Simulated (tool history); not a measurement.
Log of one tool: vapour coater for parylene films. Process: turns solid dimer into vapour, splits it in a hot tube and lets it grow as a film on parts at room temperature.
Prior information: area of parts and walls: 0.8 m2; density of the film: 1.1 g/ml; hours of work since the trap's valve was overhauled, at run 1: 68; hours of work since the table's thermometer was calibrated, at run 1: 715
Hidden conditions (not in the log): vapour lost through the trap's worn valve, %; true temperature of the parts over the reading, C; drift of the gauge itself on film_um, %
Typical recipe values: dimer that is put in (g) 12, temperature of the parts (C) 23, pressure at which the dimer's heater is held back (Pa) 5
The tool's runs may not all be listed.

| run | day | dimer that is put in (g) | temperature of the parts (C) | pressure at which the dimer's heater is held back (Pa) | hours of work since the trap's valve was overhauled | hours of work since the table's thermometer was calibrated | thickness of the film (um) |
|---|---|---|---|---|---|---|---|
| 1 | 0 | 12 | 23 | 5 | 68 | 715 | 9.41 |
| 2 | 0.971 | 7 | 23 | 5 | 86 | 733 | 5.49 |
| 3 | 1.696 | 7 | 23 | 5 | 99 | 746 | 5.41 |
| 4 | 2.529 | 12 | 23 | 5 | 115 | 762 | 9.35 |
| 5 | 3.638 | 12 | 23 | 5 | 136 | 783 | 9.4 |
| 6 | 4.712 | 9 | 23 | 5 | 156 | 803 | 7.01 |
| 7 | 5.404 | 9 | 23 | 5 | 169 | 816 | 7.02 |
| 8 | 6.654 | 9 | 23 | 5 | 192 | 839 | 7.02 |
| 9 | 7.604 | 9 | 23 | 5 | 210 | 857 | 7.06 |
| 10 | 8.646 | 9 | 23 | 5 | 230 | 877 | 7 |
| 11 | 9.438 | 12 | 20 | 5 | 244 | 891 | 10.01 |
| 12 | 10.112 | 12 | 20 | 5 | 257 | 904 | 9.96 |
| 13 | 10.708 | 21 | 23 | 5 | 268 | 915 | 16.62 |
| 14 | 11.933 | 21 | 23 | 5 | 291 | 938 | 16.47 |
| 15 | 12.738 | 21 | 23 | 5.13 | 306 | 953 | 16.37 |
|  | 13.358 | trap's valve overhauled |
| 16 | 13.838 | 21 | 23 | 5.13 | 9 | 971 | 16.53 |
| 17 | 14.442 | 11 | 23 | 5 | 20 | 982 | 8.61 |
| 18 | 15.354 | 11 | 23 | 5 | 37 | 999 | 8.62 |
| 19 | 16.092 | 11 | 23 | 5 | 51 | 1013 | 8.65 |
| 20 | 16.875 | 11 | 23 | 5 | 66 | 1028 | 8.63 |
| 21 | 17.942 | 5 | 18 | 2.67 | 86 | 1048 | 5.1 |
| 22 | 18.983 | 6 | 22 | 2.67 | 105 | 1067 | 5.55 |
| 23 | 19.917 | 12 | 23 | 2.29 | 123 | 1085 | 11.46 |
| 24 | 20.579 | 12 | 18 | 5 | 135 | 1097 | 10.48 |
| 25 | 21.771 | 22 | 25 | 2.24 | 158 | 1119 | 20.31 |
| 26 | 22.717 | 15 | 24 | 3.42 | 175 | 1137 | 12.52 |
| 27 | 23.504 | 15 | 21 | 3.71 | 190 | 1152 | 13.14 |
| 28 | 24.229 | 7 | 26 | 2.2 | 204 | 1165 | 6.3 |
| 29 | 24.912 | 9 | 26 | 2.2 | 217 | 1178 | 8.1 |
| 30 | 25.729 | 7 | 27 | 5 | 232 | 1194 | 5.01 |
| 31 | 26.967 | 7 | 17 | 11.56 | 255 | 1217 | 5.01 |
| 32 | 27.908 | 7 | 17 | 11.56 | 273 | 1234 | 5.01 |
| 33 | 28.517 | 6 | 25 | 5 | 284 | 1246 | 4.51 |
| 34 | 29.612 | 12 | 17 | 2.17 | 305 | 1266 | 13.11 |
|  | 30.342 | trap's valve overhauled |
| 35 | 30.417 | 12 | 26 | 3.6 | 1 | 1278 | 9.54 |
| 36 | 31.283 | 16 | 16 | 5.66 | 18 | 1295 | 13.8 |
| 37 | 32.429 | 6 | 23 | 6.79 | 39 | 1316 | 4.34 |
| 38 | 32.975 | 6 | 23 | 6.79 | 49 | 1326 | 4.38 |
| 39 | 33.746 | 6 | 23 | 6.79 | 64 | 1341 | 4.36 |

Consider 3 possible next runs. They are alternatives, not a sequence: every one starts from the tool as it was left by run 39. What does each give?
| A | 34.467 | 14 | 23 | 6.79 | 77 | 1354 | ? |
| B | 34.467 | 14 | 23 | 4.19 | 77 | 1354 | ? |
| C | 34.467 | 7 | 17 | 5 | 77 | 1354 | ? |

| run | thickness of the film (um) |
|---|---|
| A | 10.09 |
| B | 11.52 |
| C | 6.26 |
With the hidden condition removed and each run's random variation left untouched, the same runs would have given:
| run | thickness of the film (um) |
|---|---|
| A | 10.11 |
| B | 11.54 |
| C | 6.27 |
